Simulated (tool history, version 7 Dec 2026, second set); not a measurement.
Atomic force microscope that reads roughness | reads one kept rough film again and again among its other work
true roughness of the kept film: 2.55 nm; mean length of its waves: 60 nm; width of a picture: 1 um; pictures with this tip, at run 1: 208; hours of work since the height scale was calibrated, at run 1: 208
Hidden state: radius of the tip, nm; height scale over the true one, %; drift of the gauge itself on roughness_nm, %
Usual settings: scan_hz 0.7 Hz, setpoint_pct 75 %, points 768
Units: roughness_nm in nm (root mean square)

run   hour  scan_hz  setpoint_pct  points  pictures with this tip  hours of work since the height scale was calibrated  roughness_nm
  1      0      0.7            75     768                     208                                                  208         2.276
  2   13.1      0.7            75     768                     226                                                  217         2.252
  3   26.8      0.7            75     768                     244                                                  227         2.234
      40.4  -- new tip fitted
  4   40.4      0.7            75     372                       0                                                  236         2.425
  5   47.8      0.7            75     372                      11                                                  241         2.417
  6   58.2      0.7            75     372                      25                                                  249         2.404
  7     72      0.7            75     372                      44                                                  259         2.382
  8     83      0.7            75     768                      59                                                  266         2.382
  9   92.9      0.7            75     768                      72                                                  273          2.37
 10  107.1      0.7            75     768                      92                                                  284         2.363
 11    119      0.7            75     768                     108                                                  292         2.358
 12  130.8      0.7            75     768                     124                                                  300         2.318
 13    142      0.7            75     768                     140                                                  308         2.328
 14    155      0.7            75     768                     157                                                  318          2.31
 15  164.6    0.827            75     768                     170                                                  324         2.281
 16  178.3    0.827            75     768                     189                                                  334         2.277
 17  191.3    0.827            75     768                     207                                                  343         2.247
 18  201.6    0.827            75     768                     221                                                  351         2.248
 19  209.1    0.827            69     768                     231                                                  356         2.248
 20  221.1    0.827            69     768                     248                                                  365         2.245
 21  227.1      0.7            75     461                     256                                                  369         2.218
       232  -- new tip fitted
 22  237.3      0.7            85     461                       7                                                  376         2.422
 23  248.6      0.7            85     461                      23                                                  384         2.381
 24  255.9      0.7            75     575                      33                                                  389         2.401
 25  269.5      0.7            75     575                      51                                                  399         2.407
 26  276.7      0.7            74     768                      61                                                  404         2.389
 27  286.5      0.7            74     768                      75                                                  411         2.375
 28  298.6    1.675            77     768                      91                                                  419         2.265
 29  308.2    1.675            77     768                     104                                                  426         2.259
 30  315.3    1.911            74     696                     114                                                  431         2.256
 31  327.9    1.911            74     696                     131                                                  440         2.262

5 ways to go on from here, each from the tool as it stands after run 31. What would each give?
  A  336.6    3.906            64     768                     143                                                  446             ?
  B  336.6    2.734            83     696                     143                                                  446             ?
  C  336.6    0.556            75     929                     143                                                  446             ?
  D  336.6    1.497            82     431                     143                                                  446             ?
  E  336.6      0.7            75     615                     143                                                  446             ?

run  roughness_nm
  A         2.221
  B         2.089
  C         2.326
  D         2.209
  E         2.327
Without the tool's hidden state the same runs would have given:
run  roughness_nm
  A          2.33
  B         2.192
  C         2.441
  D         2.318
  E         2.441
